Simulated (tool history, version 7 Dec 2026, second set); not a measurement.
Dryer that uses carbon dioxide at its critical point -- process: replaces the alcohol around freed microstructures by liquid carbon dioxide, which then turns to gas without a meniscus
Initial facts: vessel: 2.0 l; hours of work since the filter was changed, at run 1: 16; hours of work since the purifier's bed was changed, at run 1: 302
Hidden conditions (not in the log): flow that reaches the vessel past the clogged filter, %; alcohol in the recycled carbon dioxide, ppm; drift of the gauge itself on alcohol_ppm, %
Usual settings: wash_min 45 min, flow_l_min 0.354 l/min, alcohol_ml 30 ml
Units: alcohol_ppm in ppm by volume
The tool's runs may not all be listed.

run   hour  wash_min  flow_l_min  alcohol_ml  hours of work since the filter was changed  hours of work since the purifier's bed was changed  alcohol_ppm
  1    0.0        45       0.354          30                                          16                                                 302           41
  2   39.1        45       0.354          30                                          30                                                 316           45
  3   75.7        45       0.354          30                                          42                                                 328           40
  4  117.6        45       0.297          30                                          56                                                 342           83
  5  179.2        45       0.297          30                                          77                                                 363           91
  6  216.8        45       0.297          30                                          90                                                 376           98
  7  259.7        45       0.297          30                                         105                                                 391          110
  8  315.9        45       0.354          30                                         124                                                 410           63
  9  364.3        45       0.354          30                                         140                                                 426           63
 10  410.4        45       0.354          42                                         156                                                 442           87
 11  460.4        44       0.273          41                                         173                                                 459          279
     518.2  -- inlet filter changed
 12  527.0        44       0.273          41                                           3                                                 481          143
 13  569.2        38       0.273          41                                          17                                                 496          274
 14  639.1        38       0.273          41                                          41                                                 519          303
 15  696.8        45       0.550          63                                          61                                                 539           44
 16  733.7        35       0.218         112                                          73                                                 552         2518
 17  775.4        45       0.561         114                                          88                                                 566           41
     813.5  -- purifier's bed changed
 18  819.8        45       0.561         114                                         102                                                   2           15
 19  863.3        30       0.245          91                                         116                                                  17         2653

Measured result minus the same run's result without the hidden state. Both carry the same run-to-run variation, though not necessarily the same gauge scatter:
run  alcohol_ppm
  1          +20
  2          +23
  3          +24
  4          +37
  5          +45
  6          +51
  7          +57
  8          +42
  9          +46
 10          +62
 11         +173
 12          +35
 13          +56
 14          +85
 15          +32
 16         +635
 17          +34
 18           +3
 19         +871
